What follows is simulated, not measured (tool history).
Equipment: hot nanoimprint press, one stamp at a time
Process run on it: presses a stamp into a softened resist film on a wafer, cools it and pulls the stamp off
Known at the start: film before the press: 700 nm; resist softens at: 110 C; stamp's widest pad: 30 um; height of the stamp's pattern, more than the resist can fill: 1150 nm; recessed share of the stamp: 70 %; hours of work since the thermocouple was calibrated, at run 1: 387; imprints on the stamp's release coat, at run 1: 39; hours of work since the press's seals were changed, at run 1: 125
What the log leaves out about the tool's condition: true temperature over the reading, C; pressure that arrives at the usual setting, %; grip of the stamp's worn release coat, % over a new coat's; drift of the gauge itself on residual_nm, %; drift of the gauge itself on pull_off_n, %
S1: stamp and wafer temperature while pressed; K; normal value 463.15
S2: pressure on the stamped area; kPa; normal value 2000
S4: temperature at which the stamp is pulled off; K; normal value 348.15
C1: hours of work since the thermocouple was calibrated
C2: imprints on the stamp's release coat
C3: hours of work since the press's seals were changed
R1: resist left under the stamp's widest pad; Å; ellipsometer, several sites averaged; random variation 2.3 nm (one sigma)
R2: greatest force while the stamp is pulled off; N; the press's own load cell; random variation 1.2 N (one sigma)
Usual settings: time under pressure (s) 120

{"run": 1, "hour": 0.0, "S1": 463.15, "S2": 2000, "time under pressure (s)": 120, "S4": 348.15, "C1": 387, "C2": 39, "C3": 125, "R1": 3485, "R2": 111}
{"run": 2, "hour": 44.6, "S1": 463.15, "S2": 2000, "time under pressure (s)": 120, "S4": 343.15, "C1": 406, "C2": 118, "C3": 145, "R1": 3490, "R2": 116}
{"run": 3, "hour": 81.2, "S1": 463.15, "S2": 2000, "time under pressure (s)": 120, "S4": 343.15, "C1": 422, "C2": 182, "C3": 161, "R1": 3431, "R2": 118}
{"hour": 91.0, "done": "plate thermocouple calibrated"}
{"run": 4, "hour": 143.9, "S1": 463.15, "S2": 2000, "time under pressure (s)": 120, "S4": 343.15, "C1": 23, "C2": 288, "C3": 187, "R1": 3408, "R2": 118}
{"run": 5, "hour": 186.5, "S1": 463.15, "S2": 2000, "time under pressure (s)": 120, "S4": 342.15, "C1": 42, "C2": 363, "C3": 205, "R1": 3364, "R2": 118}
{"run": 6, "hour": 242.5, "S1": 463.15, "S2": 2000, "time under pressure (s)": 120, "S4": 342.15, "C1": 66, "C2": 461, "C3": 230, "R1": 3369, "R2": 121}
{"run": 7, "hour": 290.6, "S1": 463.15, "S2": 2000, "time under pressure (s)": 120, "S4": 342.15, "C1": 87, "C2": 546, "C3": 251, "R1": 3388, "R2": 124}
{"hour": 322.6, "done": "stamp cleaned and given a new release coat"}
{"run": 8, "hour": 340.1, "S1": 463.15, "S2": 2000, "time under pressure (s)": 120, "S4": 342.15, "C1": 106, "C2": 31, "C3": 270, "R1": 3387, "R2": 114}
{"hour": 356.6, "done": "plate thermocouple calibrated, once more"}
{"run": 9, "hour": 386.1, "S1": 462.15, "S2": 2000, "time under pressure (s)": 120, "S4": 348.15, "C1": 13, "C2": 107, "C3": 289, "R1": 3860, "R2": 113}
{"run": 10, "hour": 460.1, "S1": 462.15, "S2": 2000, "time under pressure (s)": 120, "S4": 348.15, "C1": 45, "C2": 237, "C3": 321, "R1": 3873, "R2": 112}
{"run": 11, "hour": 528.8, "S1": 462.15, "S2": 2000, "time under pressure (s)": 120, "S4": 348.15, "C1": 75, "C2": 359, "C3": 351, "R1": 3877, "R2": 116}
{"run": 12, "hour": 579.9, "S1": 462.15, "S2": 2000, "time under pressure (s)": 120, "S4": 348.15, "C1": 98, "C2": 449, "C3": 374, "R1": 3846, "R2": 120}
{"run": 13, "hour": 611.9, "S1": 462.15, "S2": 2000, "time under pressure (s)": 120, "S4": 348.15, "C1": 112, "C2": 505, "C3": 388, "R1": 3849, "R2": 119}
{"hour": 667.9, "done": "stamp cleaned and given a new release coat"}
{"run": 14, "hour": 683.6, "S1": 462.15, "S2": 2000, "time under pressure (s)": 120, "S4": 348.15, "C1": 140, "C2": 28, "C3": 416, "R1": 3813, "R2": 110}
{"run": 15, "hour": 713.6, "S1": 462.15, "S2": 2000, "time under pressure (s)": 120, "S4": 348.15, "C1": 154, "C2": 81, "C3": 429, "R1": 3756, "R2": 110}
{"run": 16, "hour": 782.5, "S1": 462.15, "S2": 2100, "time under pressure (s)": 120, "S4": 344.15, "C1": 184, "C2": 202, "C3": 460, "R1": 3711, "R2": 116}
{"run": 17, "hour": 851.7, "S1": 462.15, "S2": 2100, "time under pressure (s)": 120, "S4": 344.15, "C1": 214, "C2": 325, "C3": 490, "R1": 3745, "R2": 119}
{"run": 18, "hour": 911.9, "S1": 462.15, "S2": 2100, "time under pressure (s)": 120, "S4": 344.15, "C1": 240, "C2": 431, "C3": 516, "R1": 3698, "R2": 119}
{"run": 19, "hour": 955.3, "S1": 465.15, "S2": 1510, "time under pressure (s)": 104, "S4": 336.15, "C1": 259, "C2": 507, "C3": 535, "R1": 3910, "R2": 130}
{"hour": 1010.1, "done": "stamp cleaned and given a new release coat"}
{"run": 20, "hour": 1030.7, "S1": 465.15, "S2": 1510, "time under pressure (s)": 104, "S4": 336.15, "C1": 290, "C2": 37, "C3": 566, "R1": 3896, "R2": 120}
{"run": 21, "hour": 1091.9, "S1": 463.15, "S2": 1390, "time under pressure (s)": 120, "S4": 334.15, "C1": 316, "C2": 145, "C3": 592, "R1": 4127, "R2": 125}
{"run": 22, "hour": 1147.5, "S1": 463.15, "S2": 2620, "time under pressure (s)": 161, "S4": 341.15, "C1": 341, "C2": 243, "C3": 617, "R1": 2825, "R2": 121}
{"run": 23, "hour": 1220.6, "S1": 459.15, "S2": 2180, "time under pressure (s)": 153, "S4": 342.15, "C1": 373, "C2": 372, "C3": 649, "R1": 3700, "R2": 121}
{"hour": 1272.3, "done": "press's hydraulic seals changed and the load cell set to zero"}
{"run": 24, "hour": 1285.6, "S1": 459.15, "S2": 2180, "time under pressure (s)": 153, "S4": 342.15, "C1": 398, "C2": 472, "C3": 6, "R1": 3610, "R2": 122}
{"run": 25, "hour": 1327.5, "S1": 460.15, "S2": 2180, "time under pressure (s)": 209, "S4": 342.15, "C1": 416, "C2": 546, "C3": 24, "R1": 3093, "R2": 121}
{"hour": 1354.7, "done": "plate thermocouple calibrated"}
{"hour": 1360.7, "done": "stamp cleaned and given a new release coat"}
{"run": 26, "hour": 1377.1, "S1": 460.15, "S2": 2180, "time under pressure (s)": 209, "S4": 342.15, "C1": 7, "C2": 29, "C3": 42, "R1": 3370, "R2": 118}
{"run": 27, "hour": 1450.7, "S1": 467.15, "S2": 2330, "time under pressure (s)": 109, "S4": 343.15, "C1": 39, "C2": 159, "C3": 74, "R1": 3019, "R2": 117}
{"run": 28, "hour": 1482.2, "S1": 459.15, "S2": 2330, "time under pressure (s)": 109, "S4": 343.15, "C1": 53, "C2": 214, "C3": 88, "R1": 4194, "R2": 119}
{"run": 29, "hour": 1552.9, "S1": 459.15, "S2": 2330, "time under pressure (s)": 111, "S4": 346.15, "C1": 84, "C2": 339, "C3": 119, "R1": 4147, "R2": 115}

Difference, measured minus no-hidden-state, one row per run. Run-to-run variation is common to both terms; the gauge's own scatter need not be:
run=1 R1=-238 R2=-1
run=2 R1=-252 R2=+0
run=3 R1=-258 R2=+1
run=4 R1=-312 R2=+2
run=5 R1=-319 R2=+3
run=6 R1=-334 R2=+6
run=7 R1=-347 R2=+6
run=8 R1=-359 R2=-1
run=9 R1=+21 R2=+2
run=10 R1=+2 R2=+3
run=11 R1=-15 R2=+5
run=12 R1=-29 R2=+7
run=13 R1=-37 R2=+8
run=14 R1=-56 R2=+0
run=15 R1=-63 R2=+1
run=16 R1=-79 R2=+2
run=17 R1=-100 R2=+4
run=18 R1=-115 R2=+5
run=19 R1=-135 R2=+7
run=20 R1=-154 R2=+0
run=21 R1=-179 R2=+2
run=22 R1=-139 R2=+3
run=23 R1=-201 R2=+4
run=24 R1=-285 R2=+6
run=25 R1=-276 R2=+7
run=26 R1=-8 R2=+1
run=27 R1=-22 R2=+2
run=28 R1=-37 R2=+3
run=29 R1=-56 R2=+5
